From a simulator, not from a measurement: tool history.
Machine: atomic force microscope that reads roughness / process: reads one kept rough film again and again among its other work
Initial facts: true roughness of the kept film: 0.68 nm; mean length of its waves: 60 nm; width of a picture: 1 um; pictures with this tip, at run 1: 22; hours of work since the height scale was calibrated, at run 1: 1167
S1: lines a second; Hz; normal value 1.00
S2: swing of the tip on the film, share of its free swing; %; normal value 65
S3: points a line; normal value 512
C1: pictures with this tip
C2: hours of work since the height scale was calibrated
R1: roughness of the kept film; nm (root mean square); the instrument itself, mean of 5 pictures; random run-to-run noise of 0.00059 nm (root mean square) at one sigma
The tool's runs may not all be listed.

run    hour    S1  S2   S3   C1    C2      R1
  1     0.0  1.00  65  512   22  1167  0.6646
  2    61.5  1.00  65  512  143  1211  0.6615
       67.5  -- new tip fitted
  3    93.2  1.00  70  512   51  1233  0.6604
  4   128.9  1.00  65  512  121  1259  0.6610
      145.7  -- new tip fitted
  5   181.9  1.00  65  512   71  1296  0.6628
  6   221.4  1.81  65  512  149  1324  0.6538
      227.0  -- new tip fitted
  7   264.4  1.00  65  621   74  1355  0.6632
      308.7  -- new tip fitted
  8   333.4  1.00  65  621   49  1404  0.6631
  9   369.8  1.00  65  621  121  1430  0.6622
      388.3  -- new tip fitted
 10   423.5  1.00  65  621   69  1467  0.6623
      468.1  -- new tip fitted
 11   490.6  1.00  63  512   44  1515  0.6644
      551.3  -- new tip fitted
 12   559.2  1.00  62  512   16  1564  0.6659
 13   626.9  1.00  62  512  149  1612  0.6607
      633.6  -- new tip fitted
 14   658.8  1.00  62  512   50  1634  0.6631
      715.9  -- new tip fitted
 15   722.2  1.00  65  512   12  1679  0.6646
      793.7  -- new tip fitted
 16   793.7  1.00  65  512    0  1730  0.6637
 17   830.1  1.00  65  512   71  1756  0.6607
      874.2  -- new tip fitted
 18   900.5  1.00  69  512   52  1806  0.6600
 19   950.2  1.00  69  512  149  1841  0.6563
      957.4  -- new tip fitted
 20  1001.4  1.00  65  875   86  1878  0.6626
     1035.5  -- new tip fitted
 21  1049.7  1.00  65  875   28  1912  0.6634
 22  1100.2  1.53  65  341  128  1948  0.6541
     1114.8  -- new tip fitted
 23  1168.3  1.07  80  689  105  1996  0.6488
     1192.9  -- new tip fitted
 24  1207.0  1.07  80  689   27  2023  0.6506
 25  1238.5  2.89  65  458   89  2046  0.6456
     1270.9  -- new tip fitted
 26  1297.2  2.43  81  554   52  2088  0.6245
 27  1347.6  2.43  81  554  151  2123  0.6215
     1353.8  -- new tip fitted
 28  1415.5  2.02  89  512  121  2172  0.6130
     1432.5  -- new tip fitted
 29  1463.7  3.00  75  512   61  2206  0.6281
     1468.5  -- height scale calibrated on a step standard
 30  1496.8  2.60  75  988  124    20  0.6298
     1515.3  -- new tip fitted
 31  1547.4  1.40  57  318   63    56  0.6598
     1597.0  -- new tip fitted
 32  1603.0  1.40  57  318   12    95  0.6608
 33  1638.8  1.40  57  318   82   121  0.6584
     1678.2  -- new tip fitted
 34  1684.9  3.71  71  931   13   154  0.6294
 35  1719.9  0.72  65  512   82   178  0.6616
     1756.1  -- new tip fitted
 36  1756.1  1.00  60  387    0   204  0.6625
 37  1819.6  3.46  73  606  125   249  0.6234
     1835.1  -- new tip fitted
 38  1853.3  0.79  66  965   36   273  0.6631
     1866.2  -- height scale calibrated on a step standard, once more
     1916.1  -- new tip fitted
 39  1928.3  0.79  65  278   24    44  0.6670
 40  1972.5  0.79  65  278  111    76  0.6637
     1998.5  -- new tip fitted
 41  2008.8  0.79  65  278   21   101  0.6676

5 options for the next run, each taken on its own from the tool as it stands now. Forecast them:
     2080.5  -- new tip fitted
  A  2081.6  2.97  89  313   2  153   ?
     2080.5  -- new tip fitted
  B  2081.6  2.96  89  465   2  153   ?
     2080.5  -- new tip fitted
  C  2081.6  1.00  65  284   2  153   ?
     2080.5  -- new tip fitted
  D  2081.6  0.56  65  278   2  153   ?
     2080.5  -- new tip fitted
  E  2081.6  0.79  76  471   2  153   ?

run      R1
  A  0.5986
  B  0.5993
  C  0.6660
  D  0.6708
  E  0.6643
Without the tool's hidden state the same runs would have given:
run      R1
  A  0.5994
  B  0.6001
  C  0.6669
  D  0.6717
  E  0.6652
